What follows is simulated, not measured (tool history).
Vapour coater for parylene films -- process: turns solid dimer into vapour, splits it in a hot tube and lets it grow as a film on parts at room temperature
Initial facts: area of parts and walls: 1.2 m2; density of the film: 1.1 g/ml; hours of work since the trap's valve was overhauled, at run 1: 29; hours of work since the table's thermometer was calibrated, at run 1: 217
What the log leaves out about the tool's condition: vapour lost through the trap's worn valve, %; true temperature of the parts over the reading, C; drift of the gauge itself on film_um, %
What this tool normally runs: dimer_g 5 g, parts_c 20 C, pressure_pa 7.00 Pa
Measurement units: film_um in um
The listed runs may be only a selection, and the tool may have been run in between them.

run   hour  dimer_g  parts_c  pressure_pa  hours of work since the trap's valve was overhauled  hours of work since the table's thermometer was calibrated  film_um
  1    0.0        5       20         7.00                                                   29                                                         217     2.87
  2   26.7        7       20         7.00                                                   48                                                         235     3.87
  3   49.0        7       20         7.00                                                   64                                                         251     4.01
  4   65.9        5       20         7.00                                                   75                                                         263     2.84
  5   94.0        5       20         4.68                                                   95                                                         282     2.97
  6  112.4        5       20         2.45                                                  108                                                         295     3.06
  7  135.9        5       20         2.45                                                  124                                                         312     2.98
     142.6  -- trap's valve overhauled
  8  153.0        5       13         7.00                                                    7                                                         321     3.25
  9  180.2        3       13         4.27                                                   26                                                         340     2.04
 10  196.4        8       14         7.00                                                   38                                                         351     5.03
 11  225.3        8       14         7.00                                                   58                                                         371     4.95

Run 12 comes next. What will it give?
 12  241.4        5       15         7.00                                                   69                                                         382        ?

Run 12 gave film_um 2.99 um.
Minus the tool's unlogged condition, the same run would have read film_um 3.33 um.

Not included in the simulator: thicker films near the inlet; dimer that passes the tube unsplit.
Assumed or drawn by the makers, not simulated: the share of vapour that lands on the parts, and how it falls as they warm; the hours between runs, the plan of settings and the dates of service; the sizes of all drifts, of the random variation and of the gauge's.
